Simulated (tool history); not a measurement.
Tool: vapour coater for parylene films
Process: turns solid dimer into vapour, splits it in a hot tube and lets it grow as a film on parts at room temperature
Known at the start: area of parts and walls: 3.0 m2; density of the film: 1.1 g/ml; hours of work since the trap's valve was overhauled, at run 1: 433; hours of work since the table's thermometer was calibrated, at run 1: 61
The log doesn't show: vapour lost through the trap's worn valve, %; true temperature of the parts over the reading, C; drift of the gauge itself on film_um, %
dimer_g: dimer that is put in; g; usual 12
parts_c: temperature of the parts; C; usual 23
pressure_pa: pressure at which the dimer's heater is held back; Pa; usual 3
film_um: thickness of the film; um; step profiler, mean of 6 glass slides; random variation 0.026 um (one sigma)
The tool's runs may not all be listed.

run	hour	dimer_g	parts_c	pressure_pa	hours of work since the trap's valve was overhauled	hours of work since the table's thermometer was calibrated	film_um
1	0	12	23	3	433	61	2.98
2	17.1	12	23	3	445	73	2.97
3	31	12	23	3	455	83	2.96
4	47.1	12	23	3	467	95	2.96
5	61.8	12	23	3	477	106	3.01
6	73.6	12	23	3	486	114	2.99
7	83.9	12	23	3	493	121	2.97
8	98.7	14	23	3	504	132	3.43
9	111.6	14	23	3	513	141	3.44
10	121.3	14	23	3	520	148	3.46
11	136.1	14	23	3	531	159	3.45
12	152.6	9	18	4.64	543	171	2.51
# hour 170.9: trap's valve overhauled
13	175.6	9	18	4.64	3	185	2.58
14	190.4	9	18	4.64	14	195	2.56
15	204.9	6	32	2.76	24	206	1.07
16	214.5	14	19	11.1	31	213	3.34
17	224.5	7	30	11.1	39	220	1.06
18	239.6	7	30	11.1	49	231	1.12

4 ways to go on from here, each from the tool as it stands after run 18. What would each give?
A	249.5	7	24	5.69	57	238	?
B	249.5	20	23	3	57	238	?
C	249.5	19	20	9.18	57	238	?
D	249.5	7	32	3.08	57	238	?

run	film_um
A	1.49
B	4.97
C	4.49
D	1.21
Without the tool's hidden state the same runs would have given:
run	film_um
A	1.49
B	4.98
C	4.49
D	1.21
